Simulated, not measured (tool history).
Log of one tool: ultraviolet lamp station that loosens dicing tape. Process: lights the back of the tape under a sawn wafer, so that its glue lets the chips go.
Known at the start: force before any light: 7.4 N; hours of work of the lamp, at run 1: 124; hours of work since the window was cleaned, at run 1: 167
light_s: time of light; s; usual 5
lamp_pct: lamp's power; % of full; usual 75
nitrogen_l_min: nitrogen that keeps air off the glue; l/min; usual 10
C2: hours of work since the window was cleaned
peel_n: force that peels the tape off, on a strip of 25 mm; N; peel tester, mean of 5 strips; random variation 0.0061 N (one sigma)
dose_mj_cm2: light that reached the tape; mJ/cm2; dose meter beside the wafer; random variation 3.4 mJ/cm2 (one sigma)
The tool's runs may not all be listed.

{"run": 1, "hour": 0.0, "light_s": 5, "lamp_pct": 75, "nitrogen_l_min": 10, "hours of work of the lamp": 124, "C2": 167, "peel_n": 0.218, "dose_mj_cm2": 505}
{"run": 2, "hour": 10.4, "light_s": 5, "lamp_pct": 75, "nitrogen_l_min": 10, "hours of work of the lamp": 131, "C2": 175, "peel_n": 0.232, "dose_mj_cm2": 497}
{"run": 3, "hour": 17.7, "light_s": 5, "lamp_pct": 75, "nitrogen_l_min": 10, "hours of work of the lamp": 137, "C2": 180, "peel_n": 0.223, "dose_mj_cm2": 499}
{"run": 4, "hour": 23.8, "light_s": 5, "lamp_pct": 75, "nitrogen_l_min": 10, "hours of work of the lamp": 141, "C2": 185, "peel_n": 0.234, "dose_mj_cm2": 496}
{"run": 5, "hour": 34.1, "light_s": 5, "lamp_pct": 75, "nitrogen_l_min": 18, "hours of work of the lamp": 149, "C2": 193, "peel_n": 0.152, "dose_mj_cm2": 492}
{"run": 6, "hour": 41.2, "light_s": 5, "lamp_pct": 75, "nitrogen_l_min": 18, "hours of work of the lamp": 154, "C2": 198, "peel_n": 0.164, "dose_mj_cm2": 497}
{"run": 7, "hour": 47.8, "light_s": 5, "lamp_pct": 75, "nitrogen_l_min": 18, "hours of work of the lamp": 159, "C2": 203, "peel_n": 0.162, "dose_mj_cm2": 494}
{"run": 8, "hour": 53.2, "light_s": 5, "lamp_pct": 75, "nitrogen_l_min": 18, "hours of work of the lamp": 163, "C2": 207, "peel_n": 0.146, "dose_mj_cm2": 489}
{"run": 9, "hour": 60.2, "light_s": 5, "lamp_pct": 84, "nitrogen_l_min": 10, "hours of work of the lamp": 169, "C2": 212, "peel_n": 0.169, "dose_mj_cm2": 548}
{"run": 10, "hour": 68.4, "light_s": 3, "lamp_pct": 75, "nitrogen_l_min": 10, "hours of work of the lamp": 175, "C2": 218, "peel_n": 0.797, "dose_mj_cm2": 292}
{"run": 11, "hour": 73.4, "light_s": 5, "lamp_pct": 75, "nitrogen_l_min": 9, "hours of work of the lamp": 178, "C2": 222, "peel_n": 0.26, "dose_mj_cm2": 482}
{"run": 12, "hour": 79.6, "light_s": 5, "lamp_pct": 84, "nitrogen_l_min": 10, "hours of work of the lamp": 183, "C2": 227, "peel_n": 0.182, "dose_mj_cm2": 544}
{"run": 13, "hour": 85.3, "light_s": 5, "lamp_pct": 84, "nitrogen_l_min": 10, "hours of work of the lamp": 187, "C2": 231, "peel_n": 0.187, "dose_mj_cm2": 545}
{"run": 14, "hour": 92.2, "light_s": 5, "lamp_pct": 75, "nitrogen_l_min": 10, "hours of work of the lamp": 192, "C2": 236, "peel_n": 0.249, "dose_mj_cm2": 480}
{"run": 15, "hour": 99.3, "light_s": 5, "lamp_pct": 75, "nitrogen_l_min": 10, "hours of work of the lamp": 198, "C2": 241, "peel_n": 0.264, "dose_mj_cm2": 479}
{"run": 16, "hour": 104.7, "light_s": 5, "lamp_pct": 75, "nitrogen_l_min": 10, "hours of work of the lamp": 202, "C2": 245, "peel_n": 0.25, "dose_mj_cm2": 477}
{"run": 17, "hour": 114.3, "light_s": 5, "lamp_pct": 75, "nitrogen_l_min": 10, "hours of work of the lamp": 209, "C2": 253, "peel_n": 0.274, "dose_mj_cm2": 475}
{"run": 18, "hour": 123.1, "light_s": 5, "lamp_pct": 75, "nitrogen_l_min": 10, "hours of work of the lamp": 216, "C2": 259, "peel_n": 0.27, "dose_mj_cm2": 470}
{"run": 19, "hour": 131.8, "light_s": 5, "lamp_pct": 75, "nitrogen_l_min": 10, "hours of work of the lamp": 222, "C2": 266, "peel_n": 0.26, "dose_mj_cm2": 478}
{"run": 20, "hour": 141.6, "light_s": 5, "lamp_pct": 75, "nitrogen_l_min": 10, "hours of work of the lamp": 229, "C2": 273, "peel_n": 0.276, "dose_mj_cm2": 474}
{"run": 21, "hour": 151.3, "light_s": 5, "lamp_pct": 75, "nitrogen_l_min": 16, "hours of work of the lamp": 237, "C2": 280, "peel_n": 0.182, "dose_mj_cm2": 466}
{"run": 22, "hour": 160.4, "light_s": 5, "lamp_pct": 75, "nitrogen_l_min": 16, "hours of work of the lamp": 243, "C2": 287, "peel_n": 0.18, "dose_mj_cm2": 468}
{"run": 23, "hour": 168.5, "light_s": 5, "lamp_pct": 75, "nitrogen_l_min": 10, "hours of work of the lamp": 249, "C2": 293, "peel_n": 0.272, "dose_mj_cm2": 461}
{"run": 24, "hour": 177.7, "light_s": 5, "lamp_pct": 75, "nitrogen_l_min": 16, "hours of work of the lamp": 256, "C2": 300, "peel_n": 0.201, "dose_mj_cm2": 459}
{"hour": 183.7, "done": "window cleaned of glue's vapour"}
{"run": 25, "hour": 186.0, "light_s": 5, "lamp_pct": 75, "nitrogen_l_min": 16, "hours of work of the lamp": 262, "C2": 2, "peel_n": 0.175, "dose_mj_cm2": 493}
{"run": 26, "hour": 195.5, "light_s": 3, "lamp_pct": 85, "nitrogen_l_min": 16, "hours of work of the lamp": 269, "C2": 9, "peel_n": 0.4, "dose_mj_cm2": 334}
{"run": 27, "hour": 205.1, "light_s": 9, "lamp_pct": 75, "nitrogen_l_min": 10, "hours of work of the lamp": 276, "C2": 16, "peel_n": 0.094, "dose_mj_cm2": 886}
{"run": 28, "hour": 209.5, "light_s": 4, "lamp_pct": 60, "nitrogen_l_min": 8, "hours of work of the lamp": 280, "C2": 19, "peel_n": 0.829, "dose_mj_cm2": 314}
{"run": 29, "hour": 217.7, "light_s": 6, "lamp_pct": 77, "nitrogen_l_min": 10, "hours of work of the lamp": 286, "C2": 25, "peel_n": 0.158, "dose_mj_cm2": 604}
{"run": 30, "hour": 223.0, "light_s": 6, "lamp_pct": 77, "nitrogen_l_min": 10, "hours of work of the lamp": 290, "C2": 29, "peel_n": 0.152, "dose_mj_cm2": 597}
{"run": 31, "hour": 229.0, "light_s": 2, "lamp_pct": 91, "nitrogen_l_min": 11, "hours of work of the lamp": 294, "C2": 34, "peel_n": 1.087, "dose_mj_cm2": 235}
{"run": 32, "hour": 236.9, "light_s": 4, "lamp_pct": 91, "nitrogen_l_min": 15, "hours of work of the lamp": 300, "C2": 40, "peel_n": 0.179, "dose_mj_cm2": 468}
{"run": 33, "hour": 243.7, "light_s": 3, "lamp_pct": 84, "nitrogen_l_min": 7, "hours of work of the lamp": 305, "C2": 45, "peel_n": 0.795, "dose_mj_cm2": 325}
{"run": 34, "hour": 248.9, "light_s": 3, "lamp_pct": 84, "nitrogen_l_min": 7, "hours of work of the lamp": 309, "C2": 49, "peel_n": 0.854, "dose_mj_cm2": 322}
{"run": 35, "hour": 258.3, "light_s": 3, "lamp_pct": 75, "nitrogen_l_min": 11, "hours of work of the lamp": 316, "C2": 56, "peel_n": 0.77, "dose_mj_cm2": 284}
{"run": 36, "hour": 266.3, "light_s": 3, "lamp_pct": 75, "nitrogen_l_min": 11, "hours of work of the lamp": 322, "C2": 62, "peel_n": 0.781, "dose_mj_cm2": 281}
{"run": 37, "hour": 276.6, "light_s": 4, "lamp_pct": 75, "nitrogen_l_min": 11, "hours of work of the lamp": 330, "C2": 69, "peel_n": 0.407, "dose_mj_cm2": 378}
{"run": 38, "hour": 282.7, "light_s": 4, "lamp_pct": 62, "nitrogen_l_min": 8, "hours of work of the lamp": 334, "C2": 74, "peel_n": 0.81, "dose_mj_cm2": 319}
{"run": 39, "hour": 293.6, "light_s": 2, "lamp_pct": 62, "nitrogen_l_min": 8, "hours of work of the lamp": 343, "C2": 82, "peel_n": 2.404, "dose_mj_cm2": 154}
{"run": 40, "hour": 303.1, "light_s": 5, "lamp_pct": 75, "nitrogen_l_min": 19, "hours of work of the lamp": 350, "C2": 89, "peel_n": 0.178, "dose_mj_cm2": 457}
{"run": 41, "hour": 311.4, "light_s": 4, "lamp_pct": 69, "nitrogen_l_min": 8, "hours of work of the lamp": 356, "C2": 95, "peel_n": 0.638, "dose_mj_cm2": 343}
{"run": 42, "hour": 322.3, "light_s": 4, "lamp_pct": 66, "nitrogen_l_min": 17, "hours of work of the lamp": 364, "C2": 104, "peel_n": 0.423, "dose_mj_cm2": 323}
{"run": 43, "hour": 331.6, "light_s": 3, "lamp_pct": 91, "nitrogen_l_min": 10, "hours of work of the lamp": 371, "C2": 110, "peel_n": 0.57, "dose_mj_cm2": 333}
{"run": 44, "hour": 336.9, "light_s": 3, "lamp_pct": 70, "nitrogen_l_min": 10, "hours of work of the lamp": 375, "C2": 114, "peel_n": 0.998, "dose_mj_cm2": 259}
{"run": 45, "hour": 343.4, "light_s": 4, "lamp_pct": 73, "nitrogen_l_min": 15, "hours of work of the lamp": 380, "C2": 119, "peel_n": 0.381, "dose_mj_cm2": 359}

Hidden state or all else? Some run-to-run changes of peel_n, split into what the settings, what came in and random variation would give without the hidden state, and what is left for the hidden state (with any gauge scatter that isn't in both results):
The hidden state here: lamp's light, % of a new lamp's; light that the window lets through, % of a clean one's; drift of the gauge itself on peel_n, %; drift of the gauge itself on dose_mj_cm2, %.
Run 30 -> 31: light_s 6 -> 2, lamp_pct 77 -> 91, nitrogen_l_min 10 -> 11. peel_n +0.935 N: hidden state +0.232, all else +0.703.
Run 31 -> 32: light_s 2 -> 4, nitrogen_l_min 11 -> 15. peel_n -0.908 N: hidden state -0.215, all else -0.693.
Run 38 -> 39: light_s 4 -> 2. peel_n +1.594 N: hidden state +0.211, all else +1.383.
Run 39 -> 40: light_s 2 -> 5, lamp_pct 62 -> 75, nitrogen_l_min 8 -> 19. peel_n -2.226 N: hidden state -0.421, all else -1.805.
